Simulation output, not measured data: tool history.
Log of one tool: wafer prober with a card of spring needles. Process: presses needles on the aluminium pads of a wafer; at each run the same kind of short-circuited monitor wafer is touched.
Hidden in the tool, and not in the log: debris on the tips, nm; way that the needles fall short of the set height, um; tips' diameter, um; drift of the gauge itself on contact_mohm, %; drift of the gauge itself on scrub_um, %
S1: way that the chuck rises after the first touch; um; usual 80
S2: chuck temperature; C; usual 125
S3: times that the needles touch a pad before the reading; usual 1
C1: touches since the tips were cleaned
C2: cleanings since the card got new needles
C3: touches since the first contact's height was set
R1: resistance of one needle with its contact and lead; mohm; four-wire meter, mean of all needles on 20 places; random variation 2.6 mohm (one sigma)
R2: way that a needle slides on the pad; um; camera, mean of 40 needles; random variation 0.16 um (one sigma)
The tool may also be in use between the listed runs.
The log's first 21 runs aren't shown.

-- hour=542.9 tips cleaned on abrasive film
run 22 hour=554.8 | S1=66 S2=94 S3=2 | C1=2484 C2=34 C3=142515 | R1=348 R2=16.52
-- hour=561.7 tips cleaned on abrasive film
-- hour=581.9 tips cleaned on abrasive film
run 23 hour=584.7 | S1=79 S2=125 S3=1 | C1=574 C2=36 C3=148739 | R1=323 R2=20.2
-- hour=601.5 tips cleaned on abrasive film
run 24 hour=604.7 | S1=63 S2=125 S3=1 | C1=664 C2=37 C3=152905 | R1=344 R2=15.7
-- hour=621.6 tips cleaned on abrasive film
run 25 hour=637.5 | S1=63 S2=125 S3=1 | C1=3331 C2=38 C3=159757 | R1=432 R2=15.55
-- hour=640.4 tips cleaned on abrasive film
-- hour=658.8 tips cleaned on abrasive film
run 26 hour=666.8 | S1=63 S2=125 S3=1 | C1=1680 C2=40 C3=165845 | R1=373 R2=15.46
-- hour=677.3 tips cleaned on abrasive film
run 27 hour=683.6 | S1=63 S2=125 S3=1 | C1=1307 C2=41 C3=169341 | R1=370 R2=15.55
-- hour=695.9 tips cleaned on abrasive film
run 28 hour=701.9 | S1=99 S2=125 S3=2 | C1=1253 C2=42 C3=173160 | R1=314 R2=24.77
-- hour=716.2 tips cleaned on abrasive film
run 29 hour=717 | S1=80 S2=125 S3=2 | C1=160 C2=43 C3=176290 | R1=308 R2=19.96
-- hour=734.9 tips cleaned on abrasive film
run 30 hour=752.3 | S1=80 S2=125 S3=2 | C1=3640 C2=44 C3=183665 | R1=354 R2=19.92
-- hour=754.5 tips cleaned on abrasive film
-- hour=775 tips cleaned on abrasive film
run 31 hour=782.7 | S1=80 S2=125 S3=2 | C1=1618 C2=46 C3=189994 | R1=324 R2=19.86
-- hour=793.7 tips cleaned on abrasive film
-- hour=813.6 tips cleaned on abrasive film
run 32 hour=813.6 | S1=80 S2=125 S3=2 | C1=0 C2=48 C3=196422 | R1=308 R2=19.68

3 ways to go on from here, each from the tool as it stands after run 32. What would each give?
-- hour=833.3 tips cleaned on abrasive film
run A hour=848.2 | S1=89 S2=114 S3=1 | C1=3110 C2=49 C3=203627 | R1=? R2=?
-- hour=833.3 tips cleaned on abrasive film
run B hour=848.2 | S1=86 S2=106 S3=2 | C1=3110 C2=49 C3=203627 | R1=? R2=?
-- hour=833.3 tips cleaned on abrasive film
run C hour=848.2 | S1=93 S2=125 S3=2 | C1=3110 C2=49 C3=203627 | R1=? R2=?

run=A R1=364 R2=22.21
run=B R1=335 R2=21.15
run=C R1=335 R2=22.98
Without the tool's hidden state the same runs would have given:
run=A R1=296 R2=23.38
run=B R1=290 R2=22.29
run=C R1=297 R2=24.12
